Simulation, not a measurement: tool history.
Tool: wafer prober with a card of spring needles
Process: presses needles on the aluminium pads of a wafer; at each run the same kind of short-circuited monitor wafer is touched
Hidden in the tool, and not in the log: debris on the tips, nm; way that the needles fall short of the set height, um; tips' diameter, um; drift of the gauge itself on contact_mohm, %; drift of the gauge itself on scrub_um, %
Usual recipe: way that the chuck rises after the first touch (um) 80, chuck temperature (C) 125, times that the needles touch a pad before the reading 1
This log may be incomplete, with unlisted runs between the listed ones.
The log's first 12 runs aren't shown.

run	hour	way that the chuck rises after the first touch (um)	chuck temperature (C)	times that the needles touch a pad before the reading	touches since the tips were cleaned	cleanings since the card got new needles	touches since the first contact's height was set	resistance of one needle with its contact and lead (mohm)	way that a needle slides on the pad (um)
# hour 199.7: tips cleaned on abrasive film
13	201.2	80	125	1	380	50	68613	228	11.11
14	212.3	80	125	1	3262	50	71495	237	11.14
# hour 217.5: tips cleaned on abrasive film
15	232.6	80	125	1	3921	51	76715	235	11.15
# hour 234.6: tips cleaned on abrasive film
# hour 250.9: tips cleaned on abrasive film
16	252.0	80	125	1	304	53	81689	228	11.18
17	265.9	80	106	1	3886	53	85271	235	11.11
# hour 267.3: tips cleaned on abrasive film
18	275.9	67	125	1	2240	54	87838	242	9.25
# hour 283.8: tips cleaned on abrasive film
19	297.3	80	47	3	3507	55	93343	213	11.11
# hour 301.3: tips cleaned on abrasive film
# hour 318.2: tips cleaned on abrasive film
20	321.3	80	47	3	817	57	99506	210	11.08
# hour 334.9: tips cleaned on abrasive film
21	342.4	72	33	2	1942	58	104928	214	9.94
# hour 351.4: tips cleaned on abrasive film
22	353.0	76	125	1	407	59	107646	228	10.46
# hour 367.9: tips cleaned on abrasive film
23	377.3	76	125	1	2428	60	113888	237	10.48
# hour 385.7: tips cleaned on abrasive film
24	391.3	96	38	2	1452	61	117503	206	13.33
# hour 402.5: tips cleaned on abrasive film
25	402.5	63	61	1	0	62	120359	217	8.65
# hour 419.0: tips cleaned on abrasive film
26	419.8	99	78	2	208	63	124824	208	13.67
27	433.1	79	69	1	3631	63	128247	227	10.91
# hour 435.8: tips cleaned on abrasive film
# hour 452.2: tips cleaned on abrasive film
28	452.2	79	69	1	0	65	133135	213	10.83
29	463.2	68	68	2	2859	65	135994	225	9.32
# hour 468.6: tips cleaned on abrasive film
30	478.6	91	38	3	2578	66	139932	205	12.53
# hour 485.1: tips cleaned on abrasive film
31	492.6	82	46	3	1938	67	143544	209	11.24
# hour 502.3: tips cleaned on abrasive film
32	505.5	82	46	3	836	68	146859	208	11.26
33	516.5	82	46	3	3678	68	149701	212	11.21

3 options for the next run, each taken on its own from the tool as it stands now. Forecast them:
# hour 519.3: tips cleaned on abrasive film
A	529.5	82	47	1	2655	69	153036	?	?
# hour 519.3: tips cleaned on abrasive film
B	529.5	80	30	1	2655	69	153036	?	?
# hour 519.3: tips cleaned on abrasive film
C	529.5	76	30	1	2655	69	153036	?	?

run	resistance of one needle with its contact and lead (mohm)	way that a needle slides on the pad (um)
A	220	11.28
B	215	10.93
C	219	10.42
With the hidden condition removed and each run's random variation left untouched, the same runs would have given:
run	resistance of one needle with its contact and lead (mohm)	way that a needle slides on the pad (um)
A	205	11.58
B	199	11.24
C	201	10.72

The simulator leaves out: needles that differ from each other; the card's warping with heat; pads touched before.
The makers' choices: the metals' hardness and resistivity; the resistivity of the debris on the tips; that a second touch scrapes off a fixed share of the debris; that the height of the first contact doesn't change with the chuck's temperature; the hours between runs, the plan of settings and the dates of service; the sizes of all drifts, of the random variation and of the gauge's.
